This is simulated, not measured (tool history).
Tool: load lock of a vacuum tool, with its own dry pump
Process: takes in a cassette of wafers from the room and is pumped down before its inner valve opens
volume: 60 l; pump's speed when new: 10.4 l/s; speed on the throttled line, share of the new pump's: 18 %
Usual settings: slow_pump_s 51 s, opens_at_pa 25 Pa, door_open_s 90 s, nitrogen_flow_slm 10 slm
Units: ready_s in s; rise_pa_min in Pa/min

| run | day | slow_pump_s | opens_at_pa | door_open_s | nitrogen_flow_slm | incoming humidity of the room's air, % | ready_s | rise_pa_min |
|---|---|---|---|---|---|---|---|---|
| 1 | 0.000 | 51 | 25 | 90 | 10 | 45.3 | 91.7 | 0.121 |
| 2 | 10.221 | 51 | 25 | 90 | 10 | 44.8 | 91.8 | 0.127 |
| 3 | 15.179 | 51 | 25 | 90 | 10 | 47.6 | 92.4 | 0.133 |
| 4 | 22.229 | 51 | 25 | 90 | 10 | 43.0 | 93.0 | 0.127 |
| 5 | 29.238 | 51 | 25 | 90 | 10 | 45.9 | 93.6 | 0.137 |
| 6 | 40.296 | 51 | 25 | 90 | 10 | 44.0 | 92.7 | 0.144 |
| 7 | 46.283 | 51 | 25 | 90 | 10 | 42.6 | 92.2 | 0.131 |
| 8 | 55.696 | 51 | 42 | 90 | 10 | 42.2 | 89.7 | 0.144 |
| 9 | 67.283 | 51 | 25 | 90 | 10 | 47.5 | 93.0 | 0.153 |
| 10 | 73.788 | 51 | 25 | 90 | 10 | 47.6 | 92.3 | 0.162 |
| 11 | 83.138 | 51 | 25 | 90 | 10 | 39.5 | 93.3 | 0.155 |
| 12 | 94.779 | 51 | 25 | 90 | 10 | 46.5 | 93.8 | 0.162 |
| 13 | 106.454 | 51 | 25 | 90 | 10 | 46.6 | 93.5 | 0.169 |
| 14 | 114.792 | 51 | 25 | 90 | 10 | 41.6 | 92.4 | 0.173 |
| 15 | 125.725 | 51 | 25 | 90 | 10 | 41.3 | 93.6 | 0.175 |
| 16 | 135.246 | 51 | 25 | 90 | 10 | 45.2 | 93.4 | 0.184 |
| 17 | 145.638 | 51 | 18 | 90 | 10 | 44.7 | 96.0 | 0.190 |
| 18 | 152.946 | 51 | 36 | 90 | 10 | 43.9 | 91.1 | 0.194 |
| 19 | 161.817 | 51 | 45 | 90 | 10 | 44.8 | 89.3 | 0.200 |
| 20 | 167.383 | 30 | 25 | 90 | 28 | 45.2 | 77.3 | 0.185 |
| 21 | 173.475 | 30 | 25 | 40 | 28 | 44.9 | 77.0 | 0.183 |
| 22 | 178.783 | 30 | 25 | 40 | 28 | 45.4 | 76.4 | 0.187 |
| 23 | 187.525 | 88 | 25 | 26 | 7 | 43.9 | 123.2 | 0.192 |
| 24 | 194.367 | 88 | 25 | 26 | 7 | 45.6 | 123.4 | 0.197 |
| 25 | 204.362 | 51 | 34 | 90 | 10 | 45.7 | 92.0 | 0.229 |
| 26 | 211.167 | 51 | 25 | 188 | 10 | 48.5 | 94.0 | 0.254 |
| 27 | 218.708 | 51 | 25 | 188 | 10 | 44.2 | 94.5 | 0.255 |
| 28 | 229.400 | 51 | 28 | 86 | 7 | 41.4 | 93.3 | 0.242 |
| 29 | 240.204 | 51 | 28 | 86 | 7 | 46.6 | 94.0 | 0.251 |
| 30 | 245.804 | 51 | 28 | 86 | 7 | 40.8 | 94.3 | 0.246 |
| 31 | 251.958 | 41 | 28 | 159 | 7 | 44.6 | 85.3 | 0.270 |
| 32 | 262.554 | 41 | 28 | 192 | 7 | 46.8 | 86.0 | 0.298 |
| 33 | 268.304 | 48 | 25 | 90 | 9 | 43.1 | 93.3 | 0.262 |
| 34 | 276.579 | 34 | 20 | 90 | 6 | 51.0 | 82.9 | 0.285 |
| 35 | 282.346 | 34 | 20 | 90 | 6 | 41.8 | 83.1 | 0.270 |
| 36 | 289.638 | 34 | 20 | 90 | 6 | 48.0 | 84.3 | 0.288 |
| 37 | 294.671 | 34 | 20 | 90 | 6 | 43.4 | 83.8 | 0.282 |

Forecast each of these 4 alternatives for the next run:
|  | 299.067 | door's seal changed, seat wiped |
| A | 302.533 | 51 | 20 | 90 | 6 | 44.4 | ? | ? |
|  | 299.067 | door's seal changed, seat wiped |
| B | 302.533 | 34 | 36 | 90 | 29 | 48.1 | ? | ? |
|  | 299.067 | door's seal changed, seat wiped |
| C | 302.533 | 34 | 20 | 41 | 6 | 45.3 | ? | ? |
|  | 299.067 | door's seal changed, seat wiped |
| D | 302.533 | 51 | 42 | 165 | 35 | 45.5 | ? | ? |

| run | ready_s | rise_pa_min |
|---|---|---|
| A | 97.0 | 0.048 |
| B | 79.1 | 0.034 |
| C | 81.9 | 0.033 |
| D | 91.9 | 0.034 |
Without the tool's hidden state the same runs would have given:
| run | ready_s | rise_pa_min |
|---|---|---|
| A | 91.2 | 0.047 |
| B | 73.4 | 0.034 |
| C | 75.8 | 0.033 |
| D | 86.7 | 0.033 |

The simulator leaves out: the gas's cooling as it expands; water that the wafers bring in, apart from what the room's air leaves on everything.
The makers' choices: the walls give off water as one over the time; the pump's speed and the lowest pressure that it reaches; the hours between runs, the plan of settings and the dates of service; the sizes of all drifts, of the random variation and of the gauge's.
